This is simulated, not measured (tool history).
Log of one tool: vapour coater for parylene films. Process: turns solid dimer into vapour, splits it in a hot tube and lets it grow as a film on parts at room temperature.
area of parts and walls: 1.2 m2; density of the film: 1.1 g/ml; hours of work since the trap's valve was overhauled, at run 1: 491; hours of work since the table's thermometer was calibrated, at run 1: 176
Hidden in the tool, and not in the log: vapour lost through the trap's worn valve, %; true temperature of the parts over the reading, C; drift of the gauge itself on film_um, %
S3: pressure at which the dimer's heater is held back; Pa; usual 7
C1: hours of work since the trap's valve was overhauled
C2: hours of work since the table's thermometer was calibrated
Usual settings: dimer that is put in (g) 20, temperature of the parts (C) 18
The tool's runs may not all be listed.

{"run": 1, "day": 0.0, "dimer that is put in (g)": 20, "temperature of the parts (C)": 18, "S3": 7, "C1": 491, "C2": 176, "thickness of the film (µm)": 8.31}
{"run": 2, "day": 1.675, "dimer that is put in (g)": 20, "temperature of the parts (C)": 18, "S3": 7, "C1": 520, "C2": 204, "thickness of the film (µm)": 8.18}
{"day": 2.875, "done": "trap's valve overhauled"}
{"run": 3, "day": 2.954, "dimer that is put in (g)": 20, "temperature of the parts (C)": 18, "S3": 7, "C1": 1, "C2": 224, "thickness of the film (µm)": 8.17}
{"run": 4, "day": 4.917, "dimer that is put in (g)": 20, "temperature of the parts (C)": 13, "S3": 7, "C1": 35, "C2": 257, "thickness of the film (µm)": 9.35}
{"run": 5, "day": 6.283, "dimer that is put in (g)": 8, "temperature of the parts (C)": 18, "S3": 7, "C1": 59, "C2": 281, "thickness of the film (µm)": 3.27}
{"run": 6, "day": 8.0, "dimer that is put in (g)": 8, "temperature of the parts (C)": 18, "S3": 7, "C1": 88, "C2": 310, "thickness of the film (µm)": 3.19}
{"run": 7, "day": 9.875, "dimer that is put in (g)": 8, "temperature of the parts (C)": 18, "S3": 7, "C1": 120, "C2": 343, "thickness of the film (µm)": 3.27}
{"run": 8, "day": 11.508, "dimer that is put in (g)": 20, "temperature of the parts (C)": 18, "S3": 7, "C1": 148, "C2": 371, "thickness of the film (µm)": 8.23}
{"run": 9, "day": 13.696, "dimer that is put in (g)": 22, "temperature of the parts (C)": 18, "S3": 7, "C1": 186, "C2": 408, "thickness of the film (µm)": 8.9}
{"run": 10, "day": 15.825, "dimer that is put in (g)": 22, "temperature of the parts (C)": 18, "S3": 7, "C1": 223, "C2": 445, "thickness of the film (µm)": 9.08}
{"run": 11, "day": 17.108, "dimer that is put in (g)": 22, "temperature of the parts (C)": 18, "S3": 7, "C1": 245, "C2": 467, "thickness of the film (µm)": 9.05}
{"run": 12, "day": 18.442, "dimer that is put in (g)": 9, "temperature of the parts (C)": 18, "S3": 7, "C1": 268, "C2": 490, "thickness of the film (µm)": 3.71}
{"run": 13, "day": 20.379, "dimer that is put in (g)": 17, "temperature of the parts (C)": 18, "S3": 7, "C1": 301, "C2": 523, "thickness of the film (µm)": 6.98}
{"run": 14, "day": 22.104, "dimer that is put in (g)": 17, "temperature of the parts (C)": 18, "S3": 7, "C1": 331, "C2": 553, "thickness of the film (µm)": 6.96}
{"run": 15, "day": 24.012, "dimer that is put in (g)": 20, "temperature of the parts (C)": 27, "S3": 7, "C1": 363, "C2": 585, "thickness of the film (µm)": 6.44}
{"run": 16, "day": 25.717, "dimer that is put in (g)": 27, "temperature of the parts (C)": 27, "S3": 7, "C1": 393, "C2": 615, "thickness of the film (µm)": 8.78}
{"run": 17, "day": 28.0, "dimer that is put in (g)": 27, "temperature of the parts (C)": 27, "S3": 7, "C1": 432, "C2": 654, "thickness of the film (µm)": 8.83}
{"run": 18, "day": 29.817, "dimer that is put in (g)": 20, "temperature of the parts (C)": 18, "S3": 7, "C1": 463, "C2": 685, "thickness of the film (µm)": 8.19}
{"run": 19, "day": 30.992, "dimer that is put in (g)": 20, "temperature of the parts (C)": 18, "S3": 7, "C1": 483, "C2": 705, "thickness of the film (µm)": 8.18}
{"run": 20, "day": 32.4, "dimer that is put in (g)": 20, "temperature of the parts (C)": 18, "S3": 7, "C1": 508, "C2": 730, "thickness of the film (µm)": 8.28}
{"day": 34.388, "done": "trap's valve overhauled"}
{"run": 21, "day": 34.617, "dimer that is put in (g)": 20, "temperature of the parts (C)": 18, "S3": 7, "C1": 4, "C2": 765, "thickness of the film (µm)": 8.3}
{"run": 22, "day": 35.638, "dimer that is put in (g)": 20, "temperature of the parts (C)": 18, "S3": 7, "C1": 21, "C2": 782, "thickness of the film (µm)": 8.14}
{"run": 23, "day": 36.588, "dimer that is put in (g)": 20, "temperature of the parts (C)": 18, "S3": 7, "C1": 38, "C2": 799, "thickness of the film (µm)": 8.15}
{"run": 24, "day": 37.583, "dimer that is put in (g)": 21, "temperature of the parts (C)": 11, "S3": 7.41, "C1": 55, "C2": 816, "thickness of the film (µm)": 10.29}
{"run": 25, "day": 38.862, "dimer that is put in (g)": 26, "temperature of the parts (C)": 22, "S3": 2.07, "C1": 77, "C2": 838, "thickness of the film (µm)": 11.76}
{"day": 39.042, "done": "table's thermometer calibrated"}
{"run": 26, "day": 40.458, "dimer that is put in (g)": 25, "temperature of the parts (C)": 18, "S3": 7, "C1": 104, "C2": 24, "thickness of the film (µm)": 10.23}
{"run": 27, "day": 41.458, "dimer that is put in (g)": 36, "temperature of the parts (C)": 11, "S3": 7, "C1": 121, "C2": 42, "thickness of the film (µm)": 17.87}
{"run": 28, "day": 42.983, "dimer that is put in (g)": 32, "temperature of the parts (C)": 17, "S3": 4.29, "C1": 147, "C2": 68, "thickness of the film (µm)": 14.56}
{"run": 29, "day": 44.879, "dimer that is put in (g)": 16, "temperature of the parts (C)": 13, "S3": 6.03, "C1": 180, "C2": 100, "thickness of the film (µm)": 7.62}
{"run": 30, "day": 46.325, "dimer that is put in (g)": 16, "temperature of the parts (C)": 22, "S3": 11.88, "C1": 204, "C2": 125, "thickness of the film (µm)": 5.47}
{"run": 31, "day": 48.492, "dimer that is put in (g)": 12, "temperature of the parts (C)": 18, "S3": 3.47, "C1": 242, "C2": 162, "thickness of the film (µm)": 5.53}
{"run": 32, "day": 49.442, "dimer that is put in (g)": 20, "temperature of the parts (C)": 18, "S3": 3.32, "C1": 258, "C2": 179, "thickness of the film (µm)": 9.15}
{"run": 33, "day": 50.771, "dimer that is put in (g)": 14, "temperature of the parts (C)": 11, "S3": 4.68, "C1": 281, "C2": 202, "thickness of the film (µm)": 7.3}
{"run": 34, "day": 52.633, "dimer that is put in (g)": 34, "temperature of the parts (C)": 15, "S3": 6.13, "C1": 313, "C2": 234, "thickness of the film (µm)": 15.4}
{"run": 35, "day": 54.579, "dimer that is put in (g)": 30, "temperature of the parts (C)": 18, "S3": 7, "C1": 346, "C2": 267, "thickness of the film (µm)": 12.21}
{"run": 36, "day": 56.838, "dimer that is put in (g)": 12, "temperature of the parts (C)": 16, "S3": 7, "C1": 385, "C2": 306, "thickness of the film (µm)": 5.21}
{"run": 37, "day": 57.804, "dimer that is put in (g)": 9, "temperature of the parts (C)": 16, "S3": 7, "C1": 402, "C2": 322, "thickness of the film (µm)": 3.87}
{"run": 38, "day": 58.788, "dimer that is put in (g)": 20, "temperature of the parts (C)": 28, "S3": 2.02, "C1": 419, "C2": 339, "thickness of the film (µm)": 7.68}
{"run": 39, "day": 60.479, "dimer that is put in (g)": 18, "temperature of the parts (C)": 18, "S3": 4.13, "C1": 448, "C2": 368, "thickness of the film (µm)": 7.97}
{"run": 40, "day": 61.875, "dimer that is put in (g)": 10, "temperature of the parts (C)": 11, "S3": 7.55, "C1": 472, "C2": 392, "thickness of the film (µm)": 4.75}
{"run": 41, "day": 63.996, "dimer that is put in (g)": 8, "temperature of the parts (C)": 19, "S3": 5.2, "C1": 508, "C2": 429, "thickness of the film (µm)": 3.33}
{"run": 42, "day": 65.408, "dimer that is put in (g)": 20, "temperature of the parts (C)": 17, "S3": 3.52, "C1": 533, "C2": 453, "thickness of the film (µm)": 9.48}
{"day": 65.917, "done": "trap's valve overhauled"}
{"run": 43, "day": 67.7, "dimer that is put in (g)": 12, "temperature of the parts (C)": 20, "S3": 2.69, "C1": 31, "C2": 490, "thickness of the film (µm)": 5.44}

Forecast each of these 3 alternatives for the next run:
{"run": "A", "day": 68.692, "dimer that is put in (g)": 31, "temperature of the parts (C)": 11, "S3": 8.38, "C1": 48, "C2": 507, "thickness of the film (µm)": "?"}
{"run": "B", "day": 68.692, "dimer that is put in (g)": 19, "temperature of the parts (C)": 22, "S3": 2.69, "C1": 48, "C2": 507, "thickness of the film (µm)": "?"}
{"run": "C", "day": 68.692, "dimer that is put in (g)": 20, "temperature of the parts (C)": 22, "S3": 2.83, "C1": 48, "C2": 507, "thickness of the film (µm)": "?"}

run=A thickness_of_the_film_(µm)=14.72
run=B thickness_of_the_film_(µm)=8.24
run=C thickness_of_the_film_(µm)=8.64
Without the tool's hidden state the same runs would have given:
run=A thickness_of_the_film_(µm)=14.73
run=B thickness_of_the_film_(µm)=8.25
run=C thickness_of_the_film_(µm)=8.64

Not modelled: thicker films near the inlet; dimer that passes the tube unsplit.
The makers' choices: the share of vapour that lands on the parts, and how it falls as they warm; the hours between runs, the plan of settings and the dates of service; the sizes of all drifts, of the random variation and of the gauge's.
